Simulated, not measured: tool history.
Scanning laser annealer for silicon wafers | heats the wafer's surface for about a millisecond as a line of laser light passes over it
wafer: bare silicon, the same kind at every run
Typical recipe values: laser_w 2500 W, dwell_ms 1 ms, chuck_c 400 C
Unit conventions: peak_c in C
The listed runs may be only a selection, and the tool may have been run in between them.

run   hour  laser_w  dwell_ms  chuck_c  peak_c
  1      0     2500         1      400    1232
  2   35.1     2500         1      400    1231
  3   60.6     2500         1      400    1235
  4   82.9     2500         1      400    1234
  5  118.3     2500         1      400    1230
  6  141.7     2500         1      400    1232
       148  -- window over the wafer cleaned
  7  182.5     2500         1      400    1227
  8    227     2500         1      400    1227
     249.2  -- window over the wafer cleaned, once more
  9  266.8     2500         1      433    1265
 10  288.8     2500         1      433    1269
 11  328.5     2500         1      373    1207
 12  363.2     2503       0.8      360    1093
 13  397.4     2503       0.8      382    1111
 14  416.2     2666         1      400    1279
 15  440.7     2666         1      400    1279

3 ways to go on from here, each from the tool as it stands after run 15. What would each give?
  A  485.4     2691         1      404       ?
  B  485.4     2253      1.06      407       ?
  C  485.4     2500      0.91      400       ?

run  peak_c
  A    1287
  B    1188
  C    1185
With no hidden state in the tool, these same runs would have given:
run  peak_c
  A    1301
  B    1201
  C    1198
